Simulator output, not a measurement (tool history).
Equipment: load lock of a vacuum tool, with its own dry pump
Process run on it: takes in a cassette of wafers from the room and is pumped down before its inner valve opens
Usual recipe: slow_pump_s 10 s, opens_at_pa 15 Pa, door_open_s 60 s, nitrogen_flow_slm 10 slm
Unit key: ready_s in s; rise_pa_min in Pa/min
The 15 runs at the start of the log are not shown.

run    hour  slow_pump_s  opens_at_pa  door_open_s  nitrogen_flow_slm  hours that the pump has run since its overhaul  times that the door has closed on its seal  incoming humidity of the room's air, %  ready_s  rise_pa_min
 16  2925.0           10           15           34                 10                                            9583                                        6444                                    44.4     19.1        0.097
 17  3188.1           10           15           34                 10                                            9846                                        6835                                    46.0     19.3        0.104
 18  3326.9           10           15           34                 10                                            9985                                        7042                                    43.4     19.3        0.103
 19  3457.6           10           15           34                 10                                           10116                                        7236                                    45.8     19.2        0.102
 20  3711.9            9           15           52                 10                                           10370                                        7614                                    44.4     18.4        0.122
 21  3983.3            6           15           60                  4                                           10641                                        8018                                    41.7     16.0        0.141
 22  4165.5            6           15           60                  4                                           10824                                        8289                                    41.4     15.9        0.136
 23  4385.9            6           13           36                 12                                           11044                                        8617                                    47.4     16.2        0.118
 24  4606.1            6           13           36                 12                                           11264                                        8944                                    44.7     16.4        0.112
 25  4733.3           10           28           60                 44                                           11391                                        9133                                    43.0     18.7        0.101
 26  4856.1           10           15           60                  6                                           11514                                        9316                                    44.8     19.9        0.146
 27  4969.2           10           15           78                 10                                           11627                                        9484                                    41.6     19.5        0.149
 28  5208.1           10           15           78                 10                                           11866                                        9839                                    50.2     19.6        0.180
 29  5402.0           10           11           50                 10                                           12060                                       10128                                    48.2     19.8        0.140
 30  5535.7           12           15          187                 33                                           12194                                       10327                                    47.6     21.1        0.184
 31  5765.8           12           15          187                 33                                           12424                                       10669                                    47.5     21.2        0.185
 32  5981.8            8           19          187                 33                                           12640                                       10990                                    46.1     17.7        0.179
 33  6183.6            8           19          187                 33                                           12842                                       11290                                    44.7     17.8        0.176
 34  6413.4            8           19          187                  4                                           13071                                       11632                                    44.7     17.7        0.267
 35  6609.3           10           15           60                  8                                           13267                                       11923                                    46.5     19.7        0.160
 36  6752.3           11           11           86                 41                                           13410                                       12136                                    46.1     21.3        0.132
 37  6873.3           10           15           51                 17                                           13531                                       12316                                    46.7     19.7        0.141

Here are 3 independent what-if runs from the current tool condition. What would each one return?
  A  7115.9           10           12           51                 11                                           13774                                       12677                                    44.4        ?            ?
  B  7115.9           10           19           50                 10                                           13774                                       12677                                    45.5        ?            ?
  C  7115.9           10           15          184                 10                                           13774                                       12677                                    45.6        ?            ?

run  ready_s  rise_pa_min
  A     20.2        0.145
  B     19.5        0.149
  C     19.8        0.249
Without the tool's unlogged condition, the same runs would have read:
run  ready_s  rise_pa_min
  A     18.5        0.087
  B     17.9        0.092
  C     18.1        0.191

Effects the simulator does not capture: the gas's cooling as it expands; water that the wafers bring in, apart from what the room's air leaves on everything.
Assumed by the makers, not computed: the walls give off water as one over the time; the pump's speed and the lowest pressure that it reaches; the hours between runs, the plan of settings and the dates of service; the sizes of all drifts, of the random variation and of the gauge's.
